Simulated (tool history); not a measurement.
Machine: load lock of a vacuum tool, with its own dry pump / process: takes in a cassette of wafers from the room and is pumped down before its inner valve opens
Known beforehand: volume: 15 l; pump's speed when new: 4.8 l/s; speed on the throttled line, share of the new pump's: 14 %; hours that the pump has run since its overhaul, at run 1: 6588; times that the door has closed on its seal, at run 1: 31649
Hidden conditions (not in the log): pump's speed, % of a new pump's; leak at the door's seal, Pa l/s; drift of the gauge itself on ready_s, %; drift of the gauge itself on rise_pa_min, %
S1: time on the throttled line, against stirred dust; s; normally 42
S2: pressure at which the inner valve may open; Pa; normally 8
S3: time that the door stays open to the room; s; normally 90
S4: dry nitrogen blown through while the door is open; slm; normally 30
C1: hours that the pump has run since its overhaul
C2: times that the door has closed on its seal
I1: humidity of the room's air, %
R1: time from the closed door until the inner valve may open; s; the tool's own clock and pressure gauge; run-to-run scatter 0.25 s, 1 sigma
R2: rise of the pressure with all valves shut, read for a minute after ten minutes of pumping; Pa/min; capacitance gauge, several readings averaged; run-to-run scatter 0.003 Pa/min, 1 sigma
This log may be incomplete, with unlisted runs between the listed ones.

Run 1, day 0.000: usual settings; C1 6588; C2 31649; I1 45.1. Result: R1 66.2 s, R2 0.321 Pa/min.
Run 2, day 8.454: usual settings; C1 6791; C2 32503; I1 45.3. Result: R1 66.9 s, R2 0.336 Pa/min.
Run 3, day 16.958: usual settings; C1 6995; C2 33362; I1 44.4. Result: R1 66.5 s, R2 0.349 Pa/min.
Run 4, day 25.204: usual settings; C1 7193; C2 34195; I1 43.3. Result: R1 66.8 s, R2 0.359 Pa/min.
Run 5, day 32.029: usual settings but S3 37 s; C1 7357; C2 34884; I1 41.7. Result: R1 67.1 s, R2 0.362 Pa/min.
Run 6, day 39.675: usual settings but S3 37 s; C1 7540; C2 35656; I1 45.5. Result: R1 67.1 s, R2 0.371 Pa/min.
Run 7, day 47.042: usual settings; C1 7717; C2 36400; I1 47.3. Result: R1 66.8 s, R2 0.399 Pa/min.
Run 8, day 58.900: usual settings; C1 8001; C2 37598; I1 41.3. Result: R1 66.7 s, R2 0.409 Pa/min.
Run 9, day 68.917: usual settings; C1 8242; C2 38609; I1 44.4. Result: R1 66.5 s, R2 0.439 Pa/min.
Run 10, day 81.942: usual settings; C1 8554; C2 39925; I1 44.4. Result: R1 67.1 s, R2 0.448 Pa/min.
Run 11, day 93.033: usual settings; C1 8821; C2 41045; I1 46.1. Result: R1 67.1 s, R2 0.476 Pa/min.
Run 12, day 104.158: usual settings but S4 41 slm; C1 9088; C2 42168; I1 46.3. Result: R1 66.9 s, R2 0.494 Pa/min.
Run 13, day 115.321: usual settings but S4 41 slm; C1 9356; C2 43296; I1 44.9. Result: R1 66.9 s, R2 0.508 Pa/min.
Run 14, day 127.729: usual settings but S4 41 slm; C1 9653; C2 44549; I1 42.4. Result: R1 67.1 s, R2 0.529 Pa/min.
Run 15, day 142.308: usual settings but S1 23 s, S2 9 Pa, S3 33 s, S4 5 slm; C1 10003; C2 46021; I1 44.5. Result: R1 50.2 s, R2 0.572 Pa/min.
Run 16, day 152.483: usual settings but S1 23 s, S2 9 Pa, S3 33 s, S4 5 slm; C1 10247; C2 47049; I1 45.7. Result: R1 50.2 s, R2 0.580 Pa/min.
At day 161.262: door's seal changed, seat wiped.
Run 17, day 163.471: usual settings but S1 23 s, S2 9 Pa, S3 33 s, S4 5 slm; C1 10510; C2 223; I1 46.0. Result: R1 50.1 s, R2 0.050 Pa/min.
Run 18, day 169.808: usual settings but S1 23 s, S2 9 Pa, S3 39 s, S4 5 slm; C1 10662; C2 863; I1 47.7. Result: R1 50.6 s, R2 0.054 Pa/min.
Run 19, day 176.738: usual settings but S1 23 s, S2 9 Pa, S3 39 s, S4 5 slm; C1 10828; C2 1563; I1 44.7. Result: R1 50.9 s, R2 0.054 Pa/min.
Run 20, day 183.333: usual settings but S1 48 s, S2 9 Pa, S3 201 s, S4 5 slm; C1 10986; C2 2229; I1 49.8. Result: R1 72.1 s, R2 0.096 Pa/min.
Run 21, day 189.417: usual settings but S1 29 s, S2 9 Pa, S3 169 s, S4 14 slm; C1 11132; C2 2843; I1 48.5. Result: R1 55.5 s, R2 0.069 Pa/min.
Run 22, day 203.604: usual settings but S1 31 s, S2 13 Pa, S3 140 s, S4 5 slm; C1 11473; C2 4276; I1 42.9. Result: R1 56.5 s, R2 0.083 Pa/min.
Run 23, day 217.604: usual settings but S1 56 s, S2 9 Pa, S3 61 s; C1 11809; C2 5690; I1 45.3. Result: R1 79.1 s, R2 0.052 Pa/min.
Run 24, day 230.021: usual settings but S1 56 s, S2 9 Pa, S3 61 s; C1 12107; C2 6944; I1 48.5. Result: R1 79.7 s, R2 0.059 Pa/min.
Run 25, day 244.350: usual settings but S1 46 s, S2 11 Pa, S3 219 s, S4 21 slm; C1 12451; C2 8391; I1 41.8. Result: R1 69.3 s, R2 0.087 Pa/min.
Run 26, day 251.642: usual settings but S1 46 s, S2 7 Pa, S3 53 s, S4 21 slm; C1 12626; C2 9127; I1 46.2. Result: R1 71.4 s, R2 0.079 Pa/min.
Run 27, day 257.504: usual settings but S1 46 s, S2 7 Pa, S3 53 s, S4 21 slm; C1 12766; C2 9719; I1 46.4. Result: R1 71.7 s, R2 0.080 Pa/min.
Run 28, day 267.996: usual settings but S1 46 s, S2 7 Pa, S3 53 s, S4 35 slm; C1 13018; C2 10779; I1 45.0. Result: R1 71.4 s, R2 0.080 Pa/min.

Same runs, no hidden state in the tool, same run-to-run variation:
run    R1     R2
  1  65.4  0.028
  2  66.1  0.027
  3  65.7  0.027
  4  65.9  0.024
  5  66.3  0.019
  6  66.2  0.021
  7  65.9  0.028
  8  65.7  0.026
  9  65.6  0.029
 10  66.1  0.026
 11  66.0  0.024
 12  65.9  0.027
 13  65.8  0.023
 14  65.9  0.021
 15  48.8  0.047
 16  48.8  0.040
 17  48.7  0.045
 18  49.2  0.047
 19  49.4  0.044
 20  70.7  0.083
 21  54.1  0.054
 22  55.1  0.062
 23  77.8  0.023
 24  78.4  0.024
 25  67.9  0.045
 26  69.8  0.032
 27  70.1  0.030
 28  69.8  0.023
